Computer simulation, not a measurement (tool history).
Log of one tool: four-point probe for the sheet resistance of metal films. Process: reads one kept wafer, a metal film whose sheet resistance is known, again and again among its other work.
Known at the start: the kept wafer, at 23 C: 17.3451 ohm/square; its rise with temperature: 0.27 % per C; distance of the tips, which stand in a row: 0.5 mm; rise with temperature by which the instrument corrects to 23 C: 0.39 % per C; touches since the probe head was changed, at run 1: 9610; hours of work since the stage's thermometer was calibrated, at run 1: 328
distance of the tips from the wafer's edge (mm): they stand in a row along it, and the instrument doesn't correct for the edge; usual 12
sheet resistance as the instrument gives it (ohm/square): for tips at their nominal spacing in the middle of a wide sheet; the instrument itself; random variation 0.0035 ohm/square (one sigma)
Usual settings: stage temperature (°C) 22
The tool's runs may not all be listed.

run,hour,stage temperature (°C),distance of the tips from the wafer's edge (mm),touches since the probe head was changed,hours of work since the stage's thermometer was calibrated,sheet resistance as the instrument gives it (ohm/square)
1,0,22,12,9610,328,17.357553
2,14.2,22,12,10022,339,17.360406
3,38.7,22,12,10732,357,17.35035
4,54.3,22,12,11186,368,17.355831
5,70.8,22,12,11666,380,17.361108
6,101.2,22,12,12548,402,17.35755
7,117,21,12,13007,414,17.381495
8,145.8,21,12,13842,435,17.381229
9,171.6,21,12,14591,453,17.391051
10,188.3,21,9,15075,465,17.396249
11,205.6,21,9,15579,478,17.399167
12,227.9,21,9,16224,494,17.398884
13,245.1,21,9,16725,507,17.396837
14,274.7,23,28,17584,528,17.325582
15,290.2,20,5,18033,540,17.489556
16,313,32,5,18697,556,17.235563
17,330.2,28,12,19195,569,17.243414
18,344.6,28,12,19613,579,17.233936
19,371,28,12,20380,598,17.238595
20,392.2,26,6,20996,614,17.330215
21,413.3,26,6,21608,629,17.334642
22,442.9,24,14,22466,651,17.326019
23,459,24,14,22933,662,17.326435
24,478,26,72,23486,676,17.270881

Forecast each of these 4 alternatives for the next run:
A,496.3,25,8,24017,690,?
B,496.3,28,3,24017,690,?
C,496.3,26,48,24017,690,?
D,496.3,23,12,24017,690,?

run,sheet resistance as the instrument gives it (ohm/square)
A,17.334277
B,17.487092
C,17.273205
D,17.349854
Without the tool's hidden state the same runs would have given:
run,sheet resistance as the instrument gives it (ohm/square)
A,17.342589
B,17.495491
C,17.281497
D,17.358156

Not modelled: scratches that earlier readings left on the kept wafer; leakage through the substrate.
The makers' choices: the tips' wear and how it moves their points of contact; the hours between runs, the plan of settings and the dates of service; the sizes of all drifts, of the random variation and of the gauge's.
